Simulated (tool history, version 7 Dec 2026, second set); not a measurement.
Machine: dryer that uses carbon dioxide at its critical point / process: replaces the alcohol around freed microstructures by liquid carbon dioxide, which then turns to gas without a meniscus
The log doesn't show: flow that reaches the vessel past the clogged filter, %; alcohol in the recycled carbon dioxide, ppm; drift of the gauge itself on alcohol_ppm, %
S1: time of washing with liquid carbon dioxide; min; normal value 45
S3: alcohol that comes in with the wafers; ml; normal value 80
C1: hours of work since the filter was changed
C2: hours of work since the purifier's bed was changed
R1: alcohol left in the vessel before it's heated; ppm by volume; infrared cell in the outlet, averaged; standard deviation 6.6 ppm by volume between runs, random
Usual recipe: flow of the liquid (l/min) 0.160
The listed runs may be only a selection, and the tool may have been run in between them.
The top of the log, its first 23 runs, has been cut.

{"run": 24, "hour": 347.3, "S1": 36, "flow of the liquid (l/min)": 0.106, "S3": 37, "C1": 168, "C2": 247, "R1": 2003}
{"run": 25, "hour": 359.6, "S1": 36, "flow of the liquid (l/min)": 0.106, "S3": 37, "C1": 173, "C2": 252, "R1": 1985}
{"run": 26, "hour": 370.4, "S1": 45, "flow of the liquid (l/min)": 0.096, "S3": 80, "C1": 178, "C2": 257, "R1": 2921}
{"run": 27, "hour": 381.1, "S1": 45, "flow of the liquid (l/min)": 0.096, "S3": 80, "C1": 182, "C2": 261, "R1": 2900}
{"run": 28, "hour": 390.0, "S1": 45, "flow of the liquid (l/min)": 0.2, "S3": 80, "C1": 186, "C2": 265, "R1": 138}
{"run": 29, "hour": 398.4, "S1": 54, "flow of the liquid (l/min)": 0.132, "S3": 70, "C1": 190, "C2": 269, "R1": 348}
{"run": 30, "hour": 410.6, "S1": 54, "flow of the liquid (l/min)": 0.132, "S3": 70, "C1": 195, "C2": 274, "R1": 349}
{"run": 31, "hour": 421.0, "S1": 27, "flow of the liquid (l/min)": 0.21, "S3": 30, "C1": 199, "C2": 278, "R1": 445}
{"run": 32, "hour": 434.9, "S1": 47, "flow of the liquid (l/min)": 0.166, "S3": 38, "C1": 205, "C2": 284, "R1": 143}
{"run": 33, "hour": 452.9, "S1": 29, "flow of the liquid (l/min)": 0.134, "S3": 79, "C1": 213, "C2": 292, "R1": 4123}
{"run": 34, "hour": 467.8, "S1": 45, "flow of the liquid (l/min)": 0.136, "S3": 80, "C1": 219, "C2": 298, "R1": 793}
{"run": 35, "hour": 484.3, "S1": 51, "flow of the liquid (l/min)": 0.16, "S3": 80, "C1": 226, "C2": 305, "R1": 216}
{"run": 36, "hour": 496.6, "S1": 63, "flow of the liquid (l/min)": 0.16, "S3": 41, "C1": 231, "C2": 310, "R1": 84}
{"run": 37, "hour": 516.4, "S1": 43, "flow of the liquid (l/min)": 0.1, "S3": 81, "C1": 239, "C2": 318, "R1": 3062}
{"run": 38, "hour": 536.2, "S1": 57, "flow of the liquid (l/min)": 0.1, "S3": 81, "C1": 248, "C2": 327, "R1": 1083}
{"run": 39, "hour": 553.4, "S1": 57, "flow of the liquid (l/min)": 0.096, "S3": 81, "C1": 255, "C2": 334, "R1": 1299}
{"run": 40, "hour": 568.8, "S1": 57, "flow of the liquid (l/min)": 0.096, "S3": 81, "C1": 261, "C2": 340, "R1": 1301}
{"run": 41, "hour": 586.1, "S1": 57, "flow of the liquid (l/min)": 0.096, "S3": 81, "C1": 269, "C2": 347, "R1": 1314}
{"run": 42, "hour": 605.2, "S1": 57, "flow of the liquid (l/min)": 0.25, "S3": 49, "C1": 277, "C2": 355, "R1": 61}
{"run": 43, "hour": 624.8, "S1": 43, "flow of the liquid (l/min)": 0.16, "S3": 80, "C1": 285, "C2": 364, "R1": 503}
{"run": 44, "hour": 643.0, "S1": 47, "flow of the liquid (l/min)": 0.148, "S3": 71, "C1": 292, "C2": 371, "R1": 426}
{"run": 45, "hour": 658.4, "S1": 47, "flow of the liquid (l/min)": 0.148, "S3": 71, "C1": 299, "C2": 378, "R1": 445}
{"run": 46, "hour": 675.5, "S1": 47, "flow of the liquid (l/min)": 0.148, "S3": 71, "C1": 306, "C2": 385, "R1": 434}

3 options for the next run, each taken on its own from the tool as it stands now. Forecast them:
{"run": "A", "hour": 694.6, "S1": 40, "flow of the liquid (l/min)": 0.147, "S3": 28, "C1": 314, "C2": 393, "R1": "?"}
{"run": "B", "hour": 694.6, "S1": 52, "flow of the liquid (l/min)": 0.271, "S3": 22, "C1": 314, "C2": 393, "R1": "?"}
{"run": "C", "hour": 694.6, "S1": 35, "flow of the liquid (l/min)": 0.122, "S3": 80, "C1": 314, "C2": 393, "R1": "?"}

run=A R1=407
run=B R1=69
run=C R1=3276
What these runs would have given with no unlogged condition in the tool:
run=A R1=295
run=B R1=4
run=C R1=2867
